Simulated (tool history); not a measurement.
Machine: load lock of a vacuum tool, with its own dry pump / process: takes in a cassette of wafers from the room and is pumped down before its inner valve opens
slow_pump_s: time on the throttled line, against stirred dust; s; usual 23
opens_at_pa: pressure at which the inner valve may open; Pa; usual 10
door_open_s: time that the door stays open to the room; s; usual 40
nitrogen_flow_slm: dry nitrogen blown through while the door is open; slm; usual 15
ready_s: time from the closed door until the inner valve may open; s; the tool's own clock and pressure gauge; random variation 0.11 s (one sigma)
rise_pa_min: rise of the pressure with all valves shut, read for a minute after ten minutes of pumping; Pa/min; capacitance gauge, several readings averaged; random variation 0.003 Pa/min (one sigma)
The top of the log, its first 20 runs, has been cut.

run,hour,slow_pump_s,opens_at_pa,door_open_s,nitrogen_flow_slm,hours that the pump has run since its overhaul,times that the door has closed on its seal,"incoming humidity of the room's air, %",ready_s,rise_pa_min
21,1351.8,33,9,92,10,4220,11191,46.1,41.6,0.078
22,1418.3,23,17,98,32,4286,11334,42.5,32.1,0.056
23,1462,23,17,98,32,4330,11429,41.9,32.2,0.057
24,1546.8,23,17,98,32,4414,11612,45.8,32.1,0.056
25,1599.7,27,9,58,20,4467,11726,42.2,36.5,0.05
26,1668.7,23,12,140,16,4536,11875,44.7,32.4,0.079
27,1707.6,13,8,59,5,4575,11959,44.6,24.7,0.079
28,1796.1,13,13,34,7,4664,12150,44.3,24,0.064
29,1841.7,21,10,179,15,4709,12249,49.1,31.1,0.097
30,1893.6,32,8,40,45,4761,12361,42,40.8,0.034
31,1950,15,11,40,15,4818,12482,47,26,0.059
32,2004.3,15,11,40,15,4872,12600,47.6,25.8,0.059
33,2069.7,20,10,53,15,4937,12741,45.7,30.3,0.064
34,2115.1,23,10,61,15,4983,12839,43.8,33,0.066
35,2198.1,24,10,61,15,5066,13018,44.6,33.8,0.067
36,2279.4,23,10,134,40,5147,13194,43.4,33.1,0.058

Forecast each of these 3 alternatives for the next run:
A,2367.6,20,19,134,17,5235,13384,48.1,?,?
B,2367.6,23,11,73,40,5235,13384,43.3,?,?
C,2367.6,13,10,134,16,5235,13384,45.5,?,?

run,ready_s,rise_pa_min
A,29.3,0.084
B,32.8,0.047
C,24.3,0.084
Take away the tool's hidden state, keep each run's random variation, and the runs would have read:
run,ready_s,rise_pa_min
A,29.3,0.084
B,32.8,0.047
C,24.3,0.084

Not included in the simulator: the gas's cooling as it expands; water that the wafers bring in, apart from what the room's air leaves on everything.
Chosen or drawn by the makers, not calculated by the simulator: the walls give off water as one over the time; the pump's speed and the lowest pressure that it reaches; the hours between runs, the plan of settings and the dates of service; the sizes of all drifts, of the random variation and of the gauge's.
